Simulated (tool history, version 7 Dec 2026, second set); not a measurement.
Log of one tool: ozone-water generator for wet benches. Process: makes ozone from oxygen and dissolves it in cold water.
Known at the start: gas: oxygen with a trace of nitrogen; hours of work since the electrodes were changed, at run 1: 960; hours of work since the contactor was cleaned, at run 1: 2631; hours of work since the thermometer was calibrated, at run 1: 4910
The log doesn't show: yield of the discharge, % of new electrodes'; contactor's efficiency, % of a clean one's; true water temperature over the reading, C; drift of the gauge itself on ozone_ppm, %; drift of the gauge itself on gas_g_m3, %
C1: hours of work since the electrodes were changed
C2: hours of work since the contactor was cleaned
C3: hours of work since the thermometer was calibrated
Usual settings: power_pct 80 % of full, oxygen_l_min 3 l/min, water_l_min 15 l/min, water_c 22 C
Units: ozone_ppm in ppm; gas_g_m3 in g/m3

Run 1, hour 0: usual settings; C1 960; C2 2631; C3 4910. Result: ozone_ppm 12.9 ppm, gas_g_m3 155.3 g/m3.
Run 2, hour 45.9: usual settings; C1 996; C2 2667; C3 4946. Result: ozone_ppm 12.7 ppm, gas_g_m3 156.4 g/m3.
Run 3, hour 73.7: usual settings but power_pct 53 % of full; C1 1017; C2 2689; C3 4968. Result: ozone_ppm 9.1 ppm, gas_g_m3 111.2 g/m3.
Run 4, hour 110.9: usual settings but power_pct 53 % of full, water_c 21 C; C1 1047; C2 2718; C3 4997. Result: ozone_ppm 9.2 ppm, gas_g_m3 111.1 g/m3.
Run 5, hour 178.2: usual settings but power_pct 53 % of full, water_c 21 C; C1 1099; C2 2771; C3 5049. Result: ozone_ppm 9.1 ppm, gas_g_m3 109.9 g/m3.
At hour 211.9: water thermometer calibrated.
Run 6, hour 217.5: usual settings but power_pct 53 % of full, water_c 21 C; C1 1130; C2 2801; C3 4. Result: ozone_ppm 9.2 ppm, gas_g_m3 111 g/m3.
Run 7, hour 274.5: usual settings but water_c 17 C; C1 1174; C2 2846; C3 49. Result: ozone_ppm 13.6 ppm, gas_g_m3 154.2 g/m3.
Run 8, hour 332.9: usual settings but power_pct 60 % of full; C1 1220; C2 2892; C3 95. Result: ozone_ppm 9.9 ppm, gas_g_m3 122.9 g/m3.
Run 9, hour 389.8: usual settings but power_pct 60 % of full; C1 1265; C2 2936; C3 139. Result: ozone_ppm 10 ppm, gas_g_m3 121.1 g/m3.
At hour 438.1: water thermometer calibrated, once more.
Run 10, hour 438.5: usual settings; C1 1303; C2 2974; C3 0. Result: ozone_ppm 12.7 ppm, gas_g_m3 153.9 g/m3.
Run 11, hour 493: usual settings; C1 1345; C2 3017; C3 43. Result: ozone_ppm 12.7 ppm, gas_g_m3 154.6 g/m3.
Run 12, hour 541.8: usual settings but power_pct 77 % of full; C1 1383; C2 3055; C3 81. Result: ozone_ppm 12.4 ppm, gas_g_m3 148.5 g/m3.
Run 13, hour 577.4: usual settings but power_pct 77 % of full; C1 1411; C2 3083; C3 109. Result: ozone_ppm 12.3 ppm, gas_g_m3 149.4 g/m3.
Run 14, hour 625.3: usual settings but power_pct 77 % of full; C1 1449; C2 3120; C3 147. Result: ozone_ppm 12.2 ppm, gas_g_m3 149.4 g/m3.
Run 15, hour 678.7: usual settings but power_pct 77 % of full; C1 1491; C2 3162; C3 189. Result: ozone_ppm 12.1 ppm, gas_g_m3 149 g/m3.
Run 16, hour 738.4: usual settings but water_l_min 14 l/min; C1 1538; C2 3209; C3 235. Result: ozone_ppm 12.9 ppm, gas_g_m3 155.3 g/m3.
Run 17, hour 777.4: usual settings but water_l_min 14 l/min; C1 1568; C2 3240; C3 266. Result: ozone_ppm 13.1 ppm, gas_g_m3 154.5 g/m3.
Run 18, hour 826.6: usual settings but power_pct 97 % of full, oxygen_l_min 2.41 l/min, water_l_min 14 l/min, water_c 25 C; C1 1607; C2 3278; C3 305. Result: ozone_ppm 14.2 ppm, gas_g_m3 195.2 g/m3.
Run 19, hour 871.3: usual settings but power_pct 97 % of full, oxygen_l_min 2.41 l/min, water_l_min 14 l/min, water_c 25 C; C1 1642; C2 3313; C3 340. Result: ozone_ppm 14.2 ppm, gas_g_m3 192.9 g/m3.
Run 20, hour 905.5: usual settings but power_pct 97 % of full, oxygen_l_min 2.41 l/min, water_l_min 14 l/min, water_c 25 C; C1 1669; C2 3340; C3 366. Result: ozone_ppm 14.3 ppm, gas_g_m3 194.7 g/m3.
Run 21, hour 949.6: usual settings but power_pct 97 % of full, oxygen_l_min 2.57 l/min, water_l_min 14 l/min, water_c 24 C; C1 1703; C2 3375; C3 401. Result: ozone_ppm 14.8 ppm, gas_g_m3 190 g/m3.
Run 22, hour 1002.6: usual settings but oxygen_l_min 1.63 l/min, water_l_min 9 l/min; C1 1745; C2 3416; C3 443. Result: ozone_ppm 16.2 ppm, gas_g_m3 191.5 g/m3.
Run 23, hour 1052.4: usual settings but power_pct 55 % of full, oxygen_l_min 1.61 l/min, water_l_min 14 l/min, water_c 30 C; C1 1784; C2 3455; C3 482. Result: ozone_ppm 7.6 ppm, gas_g_m3 142.6 g/m3.
Run 24, hour 1086.4: usual settings but power_pct 55 % of full, oxygen_l_min 1.61 l/min, water_l_min 14 l/min, water_c 30 C; C1 1810; C2 3482; C3 508. Result: ozone_ppm 7.5 ppm, gas_g_m3 143.7 g/m3.
Run 25, hour 1142.8: usual settings but power_pct 55 % of full, oxygen_l_min 1.73 l/min, water_l_min 14 l/min, water_c 18 C; C1 1855; C2 3526; C3 552. Result: ozone_ppm 8.7 ppm, gas_g_m3 138.1 g/m3.
Run 26, hour 1192.2: usual settings but oxygen_l_min 1.56 l/min, water_l_min 12 l/min, water_c 28 C; C1 1893; C2 3565; C3 591. Result: ozone_ppm 11.8 ppm, gas_g_m3 195.6 g/m3.
Run 27, hour 1248.1: usual settings but power_pct 64 % of full, oxygen_l_min 1.56 l/min, water_l_min 10 l/min, water_c 24 C; C1 1937; C2 3609; C3 635. Result: ozone_ppm 12.1 ppm, gas_g_m3 161.2 g/m3.
Run 28, hour 1314.1: usual settings but power_pct 64 % of full, oxygen_l_min 4.64 l/min, water_l_min 9 l/min, water_c 24 C; C1 1989; C2 3660; C3 687. Result: ozone_ppm 14.3 ppm, gas_g_m3 106.2 g/m3.
At hour 1328.4: contactor cleaned.
Run 29, hour 1347: usual settings but power_pct 64 % of full, oxygen_l_min 4.99 l/min, water_l_min 20 l/min, water_c 14 C; C1 2012; C2 15; C3 709. Result: ozone_ppm 10.4 ppm, gas_g_m3 103.7 g/m3.
Run 30, hour 1385: usual settings but power_pct 64 % of full, oxygen_l_min 4.99 l/min, water_l_min 20 l/min, water_c 14 C; C1 2041; C2 44; C3 739. Result: ozone_ppm 10.4 ppm, gas_g_m3 103.1 g/m3.
Run 31, hour 1420.5: usual settings but power_pct 64 % of full, oxygen_l_min 4.99 l/min, water_l_min 20 l/min, water_c 14 C; C1 2069; C2 72; C3 767. Result: ozone_ppm 10.4 ppm, gas_g_m3 101.7 g/m3.
Run 32, hour 1464: usual settings but power_pct 75 % of full, oxygen_l_min 2.66 l/min, water_l_min 22 l/min, water_c 24 C; C1 2103; C2 106; C3 801. Result: ozone_ppm 8.4 ppm, gas_g_m3 150.8 g/m3.
Run 33, hour 1518.1: usual settings but power_pct 61 % of full, oxygen_l_min 2.56 l/min, water_l_min 19 l/min, water_c 27 C; C1 2146; C2 149; C3 843. Result: ozone_ppm 7.6 ppm, gas_g_m3 128.5 g/m3.
Run 34, hour 1565.6: usual settings but oxygen_l_min 1.54 l/min, water_l_min 9 l/min; C1 2183; C2 186; C3 881. Result: ozone_ppm 16.5 ppm, gas_g_m3 194.8 g/m3.

3 ways to go on from here, each from the tool as it stands after run 34. What would each give?
Run A, hour 1613.4: usual settings but oxygen_l_min 1.54 l/min; C1 2220; C2 223; C3 918. Result: ozone_ppm ?, gas_g_m3 ?.
Run B, hour 1613.4: usual settings but oxygen_l_min 3.74 l/min, water_l_min 9 l/min; C1 2220; C2 223; C3 918. Result: ozone_ppm ?, gas_g_m3 ?.
Run C, hour 1613.4: usual settings but power_pct 57 % of full, water_l_min 13 l/min, water_c 21 C; C1 2220; C2 223; C3 918. Result: ozone_ppm ?, gas_g_m3 ?.

run  ozone_ppm  gas_g_m3
  A       10.3     194.1
  B       18.3     137.8
  C         11     113.6
Without the tool's hidden state the same runs would have given:
run  ozone_ppm  gas_g_m3
  A       11.2     209.4
  B       19.9     148.7
  C       11.8     120.2
